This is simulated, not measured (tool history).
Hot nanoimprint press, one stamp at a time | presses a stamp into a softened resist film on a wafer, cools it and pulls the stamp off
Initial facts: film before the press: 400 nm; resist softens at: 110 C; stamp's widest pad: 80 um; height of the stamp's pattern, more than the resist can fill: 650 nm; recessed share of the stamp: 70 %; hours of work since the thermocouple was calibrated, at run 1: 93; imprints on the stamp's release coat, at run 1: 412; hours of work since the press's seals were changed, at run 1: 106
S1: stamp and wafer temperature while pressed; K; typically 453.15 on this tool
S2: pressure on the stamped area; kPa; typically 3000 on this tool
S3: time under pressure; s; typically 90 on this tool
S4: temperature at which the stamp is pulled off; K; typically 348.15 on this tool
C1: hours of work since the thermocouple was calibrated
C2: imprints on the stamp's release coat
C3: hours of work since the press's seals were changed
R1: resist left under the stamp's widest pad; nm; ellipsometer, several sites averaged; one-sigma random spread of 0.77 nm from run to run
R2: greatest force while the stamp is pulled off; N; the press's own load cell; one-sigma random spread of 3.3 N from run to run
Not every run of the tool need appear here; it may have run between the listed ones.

| run | day | S1 | S2 | S3 | S4 | C1 | C2 | C3 | R1 | R2 |
|---|---|---|---|---|---|---|---|---|---|---|
| 1 | 0 | 453.15 | 3000 | 90 | 348.15 | 93 | 412 | 106 | 160.9 | 163 |
| 2 | 0.396 | 453.15 | 3000 | 90 | 348.15 | 98 | 436 | 111 | 162.8 | 168 |
| 3 | 0.792 | 453.15 | 3000 | 90 | 341.15 | 103 | 460 | 116 | 161.6 | 182 |
| 4 | 1.229 | 450.15 | 3000 | 90 | 348.15 | 109 | 486 | 122 | 180.5 | 168 |
| 5 | 1.771 | 450.15 | 3000 | 90 | 348.15 | 116 | 518 | 129 | 179.7 | 168 |
| 6 | 2.088 | 450.15 | 3000 | 90 | 348.15 | 120 | 537 | 134 | 178.4 | 157 |
| 7 | 2.554 | 453.15 | 3000 | 90 | 348.15 | 127 | 565 | 140 | 163 | 166 |
| 8 | 2.858 | 453.15 | 3000 | 90 | 348.15 | 131 | 583 | 144 | 161 | 163 |
| 9 | 3.271 | 453.15 | 3000 | 90 | 348.15 | 136 | 608 | 149 | 160.2 | 167 |
| 10 | 3.688 | 453.15 | 3000 | 90 | 348.15 | 142 | 633 | 155 | 162.2 | 168 |
| 11 | 4.121 | 453.15 | 3000 | 90 | 348.15 | 148 | 658 | 161 | 161.9 | 168 |
| 12 | 4.45 | 453.15 | 3000 | 90 | 350.15 | 152 | 678 | 165 | 161.7 | 160 |
| 13 | 4.788 | 453.15 | 3000 | 90 | 350.15 | 157 | 698 | 170 | 161.2 | 170 |
| 14 | 5.038 | 453.15 | 3000 | 90 | 350.15 | 160 | 713 | 173 | 160 | 169 |
| 15 | 5.575 | 453.15 | 2210 | 90 | 348.15 | 167 | 745 | 180 | 183.4 | 176 |
| 16 | 6.108 | 453.15 | 2210 | 90 | 348.15 | 174 | 777 | 187 | 183 | 171 |
| 17 | 6.521 | 453.15 | 4610 | 90 | 348.15 | 180 | 802 | 193 | 133.6 | 175 |
| 18 | 7.004 | 449.15 | 3650 | 101 | 353.15 | 186 | 830 | 199 | 161.1 | 163 |
| 19 | 7.567 | 442.15 | 3000 | 90 | 339.15 | 194 | 864 | 207 | 234.4 | 190 |
| 20 | 7.971 | 453.15 | 1980 | 90 | 346.15 | 199 | 888 | 212 | 190.5 | 176 |
|  | 8.138 | plate thermocouple calibrated |
| 21 | 8.408 | 441.15 | 4640 | 107 | 355.15 | 4 | 907 | 217 | 193.1 | 156 |
| 22 | 8.888 | 441.15 | 4640 | 107 | 355.15 | 10 | 935 | 223 | 193.8 | 156 |
| 23 | 9.296 | 441.15 | 4640 | 84 | 348.15 | 16 | 960 | 228 | 211.6 | 178 |
| 24 | 9.829 | 441.15 | 4640 | 60 | 348.15 | 23 | 992 | 236 | 238.3 | 177 |
|  | 10.075 | plate thermocouple calibrated, once more |
| 25 | 10.45 | 441.15 | 4640 | 60 | 348.15 | 5 | 1021 | 242 | 242.6 | 174 |
| 26 | 10.804 | 441.15 | 4640 | 60 | 348.15 | 10 | 1042 | 247 | 244.1 | 176 |
| 27 | 11.388 | 442.15 | 3000 | 90 | 351.15 | 18 | 1077 | 255 | 238.7 | 172 |
| 28 | 11.638 | 452.15 | 3000 | 90 | 348.15 | 21 | 1092 | 258 | 168.7 | 178 |
| 29 | 12.121 | 446.15 | 3150 | 90 | 353.15 | 27 | 1121 | 265 | 201.6 | 165 |

What if the next run were any one of these 5? Each begins from the tool's condition after run 29:
| A | 12.479 | 446.15 | 3070 | 57 | 355.15 | 32 | 1142 | 269 | ? | ? |
| B | 12.479 | 465.15 | 3150 | 149 | 348.15 | 32 | 1142 | 269 | ? | ? |
| C | 12.479 | 460.15 | 3360 | 90 | 348.15 | 32 | 1142 | 269 | ? | ? |
| D | 12.479 | 449.15 | 1820 | 90 | 350.15 | 32 | 1142 | 269 | ? | ? |
| E | 12.479 | 455.15 | 3150 | 90 | 335.15 | 32 | 1142 | 269 | ? | ? |

| run | R1 | R2 |
|---|---|---|
| A | 239 | 161 |
| B | 84.8 | 172 |
| C | 122.1 | 177 |
| D | 224.3 | 173 |
| E | 148.5 | 209 |
The same runs, with their run-to-run variation unchanged, on a tool lacking any hidden condition would have given:
| run | R1 | R2 |
|---|---|---|
| A | 239.7 | 143 |
| B | 85 | 152 |
| C | 122.4 | 157 |
| D | 225.2 | 153 |
| E | 149 | 185 |
